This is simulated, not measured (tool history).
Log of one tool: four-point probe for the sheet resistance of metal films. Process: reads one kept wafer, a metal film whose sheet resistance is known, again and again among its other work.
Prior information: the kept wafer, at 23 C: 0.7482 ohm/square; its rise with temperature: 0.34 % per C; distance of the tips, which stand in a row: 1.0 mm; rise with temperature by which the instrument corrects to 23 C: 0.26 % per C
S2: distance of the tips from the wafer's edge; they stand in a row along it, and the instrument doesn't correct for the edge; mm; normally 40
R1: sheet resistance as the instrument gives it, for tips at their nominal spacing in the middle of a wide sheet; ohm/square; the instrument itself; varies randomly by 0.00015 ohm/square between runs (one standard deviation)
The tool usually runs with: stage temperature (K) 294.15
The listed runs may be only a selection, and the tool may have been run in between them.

Run 1, hour 0: usual settings. Result: R1 0.74551 ohm/square.
Run 2, hour 16: usual settings. Result: R1 0.745556 ohm/square.
Run 3, hour 24: usual settings. Result: R1 0.745576 ohm/square.
Run 4, hour 34.4: usual settings. Result: R1 0.745226 ohm/square.
Run 5, hour 44.8: usual settings. Result: R1 0.745424 ohm/square.
Run 6, hour 62.2: usual settings. Result: R1 0.745291 ohm/square.
Run 7, hour 72.8: usual settings. Result: R1 0.745462 ohm/square.
Run 8, hour 90.4: usual settings but stage temperature (K) 298.15. Result: R1 0.748112 ohm/square.
Run 9, hour 108.6: usual settings. Result: R1 0.745742 ohm/square.
Run 10, hour 118.4: usual settings. Result: R1 0.745652 ohm/square.
Run 11, hour 135.3: usual settings. Result: R1 0.745698 ohm/square.
Run 12, hour 149: usual settings but stage temperature (K) 302.15. Result: R1 0.75088 ohm/square.
Run 13, hour 158.4: usual settings. Result: R1 0.745729 ohm/square.
Run 14, hour 167.9: usual settings. Result: R1 0.745815 ohm/square.
Run 15, hour 182: usual settings. Result: R1 0.7457 ohm/square.
Run 16, hour 192.5: usual settings but stage temperature (K) 291.15, S2 19 mm. Result: R1 0.744705 ohm/square.
Run 17, hour 208: usual settings but stage temperature (K) 291.15, S2 19 mm. Result: R1 0.744487 ohm/square.
Run 18, hour 220.9: usual settings but stage temperature (K) 293.15, S2 7 mm. Result: R1 0.752797 ohm/square.
Run 19, hour 237.2: usual settings but stage temperature (K) 299.15, S2 13 mm. Result: R1 0.751216 ohm/square.
Run 20, hour 246.1: usual settings but stage temperature (K) 302.15, S2 6 mm. Result: R1 0.761763 ohm/square.
Run 21, hour 259.4: usual settings but stage temperature (K) 293.15, S2 41 mm. Result: R1 0.745099 ohm/square.
Run 22, hour 270.2: usual settings but stage temperature (K) 293.15, S2 3 mm. Result: R1 0.78713 ohm/square.
Run 23, hour 278.1: usual settings but stage temperature (K) 293.15, S2 3 mm. Result: R1 0.786711 ohm/square.
Run 24, hour 294.6: usual settings but S2 12 mm. Result: R1 0.748617 ohm/square.
Run 25, hour 306: usual settings but stage temperature (K) 299.15, S2 22 mm. Result: R1 0.750132 ohm/square.
Run 26, hour 323.3: usual settings but stage temperature (K) 299.15, S2 22 mm. Result: R1 0.749671 ohm/square.
Run 27, hour 333.8: usual settings but stage temperature (K) 292.15, S2 19 mm. Result: R1 0.745557 ohm/square.
Run 28, hour 347.5: usual settings but stage temperature (K) 297.15, S2 5 mm. Result: R1 0.763787 ohm/square.
Run 29, hour 362.9: usual settings but stage temperature (K) 298.15, S2 53 mm. Result: R1 0.748636 ohm/square.

Predict each of these 5 candidate next runs independently; none follows another, all start after run 29:
Run A, hour 378.3: usual settings but stage temperature (K) 298.15. Result: R1 ?.
Run B, hour 378.3: usual settings but stage temperature (K) 302.15, S2 6 mm. Result: R1 ?.
Run C, hour 378.3: usual settings but stage temperature (K) 304.15, S2 5 mm. Result: R1 ?.
Run D, hour 378.3: usual settings but S2 16 mm. Result: R1 ?.
Run E, hour 378.3: usual settings but stage temperature (K) 293.15, S2 3 mm. Result: R1 ?.

run        R1
  A  0.748846
  B  0.762208
  C  0.768248
  D  0.747375
  E  0.787088
With no hidden state in the tool, these same runs would have given:
run        R1
  A  0.749831
  B  0.763212
  C  0.769261
  D  0.748354
  E  0.788113
